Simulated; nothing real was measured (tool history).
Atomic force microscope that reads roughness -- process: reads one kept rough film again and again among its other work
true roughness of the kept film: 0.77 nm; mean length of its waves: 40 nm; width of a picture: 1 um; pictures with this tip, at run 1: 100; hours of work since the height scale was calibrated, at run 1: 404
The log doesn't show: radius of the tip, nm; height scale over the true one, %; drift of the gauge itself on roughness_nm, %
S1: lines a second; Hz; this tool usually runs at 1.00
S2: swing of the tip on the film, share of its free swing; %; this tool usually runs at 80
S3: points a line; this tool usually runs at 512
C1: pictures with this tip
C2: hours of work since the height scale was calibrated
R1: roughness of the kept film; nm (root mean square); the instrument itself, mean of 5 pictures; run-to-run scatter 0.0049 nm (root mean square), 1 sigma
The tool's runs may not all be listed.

run 1 hour=0.0 | S1=1.00 S2=80 S3=512 | C1=100 C2=404 | R1=0.703
run 2 hour=15.9 | S1=1.00 S2=86 S3=512 | C1=142 C2=417 | R1=0.670
-- hour=17.5 new tip fitted
run 3 hour=23.3 | S1=1.00 S2=86 S3=512 | C1=16 C2=423 | R1=0.664
run 4 hour=35.0 | S1=1.00 S2=86 S3=512 | C1=46 C2=432 | R1=0.668
run 5 hour=45.1 | S1=1.00 S2=86 S3=512 | C1=73 C2=440 | R1=0.679
run 6 hour=58.2 | S1=1.00 S2=86 S3=512 | C1=107 C2=450 | R1=0.679
run 7 hour=68.4 | S1=1.00 S2=86 S3=512 | C1=134 C2=458 | R1=0.681
-- hour=73.1 new tip fitted
run 8 hour=79.4 | S1=1.00 S2=86 S3=512 | C1=17 C2=467 | R1=0.684
run 9 hour=95.1 | S1=1.00 S2=86 S3=768 | C1=58 C2=479 | R1=0.686
run 10 hour=104.7 | S1=1.49 S2=80 S3=512 | C1=83 C2=487 | R1=0.666
run 11 hour=120.2 | S1=1.49 S2=80 S3=512 | C1=124 C2=499 | R1=0.676
-- hour=128.9 new tip fitted
run 12 hour=134.5 | S1=1.49 S2=80 S3=512 | C1=15 C2=510 | R1=0.666
run 13 hour=149.7 | S1=1.49 S2=80 S3=512 | C1=55 C2=522 | R1=0.665

What if the next run were any one of these 3? Each begins from the tool's condition after run 13:
run A hour=158.3 | S1=1.13 S2=80 S3=512 | C1=78 C2=529 | R1=?
run B hour=158.3 | S1=0.56 S2=80 S3=845 | C1=78 C2=529 | R1=?
run C hour=158.3 | S1=3.62 S2=67 S3=640 | C1=78 C2=529 | R1=?

run=A R1=0.693
run=B R1=0.705
run=C R1=0.657
Take away the tool's hidden state, keep each run's random variation, and the runs would have read:
run=A R1=0.695
run=B R1=0.708
run=C R1=0.659
